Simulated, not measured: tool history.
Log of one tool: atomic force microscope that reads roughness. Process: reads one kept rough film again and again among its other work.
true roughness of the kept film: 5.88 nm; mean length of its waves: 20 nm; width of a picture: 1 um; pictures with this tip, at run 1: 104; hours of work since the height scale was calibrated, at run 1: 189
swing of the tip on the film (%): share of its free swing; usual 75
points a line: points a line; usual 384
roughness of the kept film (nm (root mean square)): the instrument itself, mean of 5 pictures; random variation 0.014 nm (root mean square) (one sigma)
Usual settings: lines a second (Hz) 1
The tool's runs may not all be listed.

run	hour	lines a second (Hz)	swing of the tip on the film (%)	points a line	pictures with this tip	hours of work since the height scale was calibrated	roughness of the kept film (nm (root mean square))
1	0	1	75	384	104	189	2.151
2	14.2	1	75	935	133	199	2.012
3	35.6	1	75	935	176	213	1.765
# hour 45.6: new tip fitted
4	49	1	75	935	7	222	3.36
5	68.4	1	75	384	46	235	2.791
6	79.4	1	75	315	69	242	2.539
7	88.3	1	58	384	87	248	2.499
8	109.5	1	75	384	130	262	2.097
9	130.9	1	75	384	173	277	1.845
# hour 133.2: height scale calibrated on a step standard
# hour 142.2: new tip fitted
10	147.5	1	75	384	11	9	3.223

The next listed run, before its measurement:
11	160.1	1.56	75	673	37	18	?

Run 11 gave roughness of the kept film (nm (root mean square)) 2.813.
Without the tool's hidden state the same run would have given roughness of the kept film (nm (root mean square)) 3.326.
